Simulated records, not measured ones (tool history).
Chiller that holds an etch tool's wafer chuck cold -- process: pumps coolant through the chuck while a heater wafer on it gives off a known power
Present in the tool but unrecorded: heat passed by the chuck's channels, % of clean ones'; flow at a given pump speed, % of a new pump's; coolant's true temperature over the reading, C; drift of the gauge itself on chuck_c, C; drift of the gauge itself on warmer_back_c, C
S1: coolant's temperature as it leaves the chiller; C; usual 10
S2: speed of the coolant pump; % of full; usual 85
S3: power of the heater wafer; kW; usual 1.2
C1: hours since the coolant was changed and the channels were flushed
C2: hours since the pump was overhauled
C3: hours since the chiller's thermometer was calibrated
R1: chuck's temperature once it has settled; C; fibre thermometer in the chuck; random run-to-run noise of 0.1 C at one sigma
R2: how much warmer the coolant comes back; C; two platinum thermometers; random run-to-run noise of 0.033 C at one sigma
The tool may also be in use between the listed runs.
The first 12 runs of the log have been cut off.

run,hour,S1,S2,S3,C1,C2,C3,R1,R2
13,599.3,10,85,1.2,6603,2156,4239,26.7,4.78
14,653.1,10,85,1.2,6657,2210,4293,26.8,4.72
15,724.6,10,93,1.2,6728,2282,4364,25.7,4.32
16,773.3,10,85,1.158,6777,2330,4413,26.2,4.61
17,840.2,15,97,1.244,6844,2397,4480,30.7,4.29
18,875.5,9,63,1.792,6879,2432,4515,41.2,9.7
19,923.8,9,63,1.792,6927,2481,4563,41.3,9.84
20,980.5,15,79,0.759,6984,2537,4620,26.4,3.23
21,1040.8,15,79,0.791,7044,2598,4680,26.8,3.42
22,1113.3,3,93,1.49,7117,2670,4753,22.6,5.4
23,1172.4,3,93,1.49,7176,2729,4812,22.8,5.41
24,1228.4,3,93,1.49,7232,2785,4868,22.8,5.48
25,1296.6,3,85,1.2,7300,2853,4936,20,4.75
26,1337.6,7,85,1.2,7341,2894,4977,24,4.79
27,1402.3,10,85,0.905,7406,2959,5042,22.7,3.68
28,1439.1,12,92,0.617,7442,2996,5079,20.2,2.24
# hour 1453.7: chiller's thermometer calibrated
29,1498.8,18,88,0.617,7501,3055,45,26.6,2.39
30,1559.9,16,88,0.617,7562,3116,106,24.7,2.33
31,1590.6,19,99,1.086,7593,3147,137,32.7,3.65

Branching from run 31: 5 alternative next runs. What would each branch give?
A,1663.9,3,99,0.684,7666,3220,210,?,?
B,1663.9,17,72,1.2,7666,3220,210,?,?
C,1663.9,1,78,1.206,7666,3220,210,?,?
D,1663.9,10,85,0.647,7666,3220,210,?,?
E,1663.9,17,75,0.723,7666,3220,210,?,?

run,R1,R2
A,11.8,2.34
B,37.1,5.73
C,19.9,5.31
D,19.2,2.61
E,28.5,3.31
Without the tool's hidden state the same runs would have given:
run,R1,R2
A,10.3,2.24
B,33.8,5.48
C,16.8,5.08
D,17.7,2.5
E,26.6,3.16
